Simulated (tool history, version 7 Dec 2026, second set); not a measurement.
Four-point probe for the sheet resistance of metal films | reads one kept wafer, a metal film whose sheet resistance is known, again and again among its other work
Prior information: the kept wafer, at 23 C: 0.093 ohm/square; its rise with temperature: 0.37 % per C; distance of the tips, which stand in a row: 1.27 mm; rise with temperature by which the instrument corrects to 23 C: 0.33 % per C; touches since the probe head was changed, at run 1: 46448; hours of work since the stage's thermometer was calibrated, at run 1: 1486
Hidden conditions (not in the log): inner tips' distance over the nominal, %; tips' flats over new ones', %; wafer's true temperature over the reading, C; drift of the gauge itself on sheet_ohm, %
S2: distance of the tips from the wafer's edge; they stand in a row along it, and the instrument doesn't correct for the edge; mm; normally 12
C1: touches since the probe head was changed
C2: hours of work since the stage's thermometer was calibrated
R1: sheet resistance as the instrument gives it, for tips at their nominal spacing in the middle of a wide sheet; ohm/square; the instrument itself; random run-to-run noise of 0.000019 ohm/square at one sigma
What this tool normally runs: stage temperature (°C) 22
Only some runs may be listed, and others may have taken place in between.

Run 1, hour 0.0: usual settings; C1 46448; C2 1486. Result: R1 0.093233 ohm/square.
Run 2, hour 14.1: usual settings but stage temperature (°C) 24; C1 47053; C2 1497. Result: R1 0.093242 ohm/square.
Run 3, hour 34.1: usual settings but stage temperature (°C) 27; C1 47911; C2 1511. Result: R1 0.093367 ohm/square.
Run 4, hour 55.6: usual settings; C1 48834; C2 1527. Result: R1 0.093220 ohm/square.
Run 5, hour 79.2: usual settings; C1 49848; C2 1544. Result: R1 0.093212 ohm/square.
Run 6, hour 100.8: usual settings; C1 50774; C2 1559. Result: R1 0.093171 ohm/square.
Run 7, hour 117.1: usual settings but S2 58 mm; C1 51472; C2 1571. Result: R1 0.092635 ohm/square.
Run 8, hour 147.7: usual settings but S2 58 mm; C1 52787; C2 1593. Result: R1 0.092649 ohm/square.
Run 9, hour 168.3: usual settings but stage temperature (°C) 24, S2 9 mm; C1 53669; C2 1608. Result: R1 0.093652 ohm/square.
Run 10, hour 188.2: usual settings but stage temperature (°C) 24, S2 9 mm; C1 54526; C2 1623. Result: R1 0.093652 ohm/square.
Run 11, hour 204.2: usual settings but stage temperature (°C) 24, S2 38 mm; C1 55210; C2 1634. Result: R1 0.092712 ohm/square.
Run 12, hour 234.1: usual settings but stage temperature (°C) 24, S2 38 mm; C1 56495; C2 1656. Result: R1 0.092744 ohm/square.
Run 13, hour 263.8: usual settings but stage temperature (°C) 24, S2 38 mm; C1 57769; C2 1678. Result: R1 0.092693 ohm/square.
Run 14, hour 277.5: usual settings but stage temperature (°C) 24, S2 38 mm; C1 58358; C2 1687. Result: R1 0.092720 ohm/square.

Forecast each of these 4 alternatives for the next run:
Run A, hour 299.1: usual settings but S2 30 mm; C1 59284; C2 1703. Result: R1 ?.
Run B, hour 299.1: usual settings but stage temperature (°C) 25, S2 30 mm; C1 59284; C2 1703. Result: R1 ?.
Run C, hour 299.1: usual settings but stage temperature (°C) 20, S2 23 mm; C1 59284; C2 1703. Result: R1 ?.
Run D, hour 299.1: usual settings but stage temperature (°C) 24, S2 56 mm; C1 59284; C2 1703. Result: R1 ?.

run        R1
  A  0.092685
  B  0.092730
  C  0.092647
  D  0.092655
With the hidden condition removed and each run's random variation left untouched, the same runs would have given:
run        R1
  A  0.093086
  B  0.093132
  C  0.093046
  D  0.093057
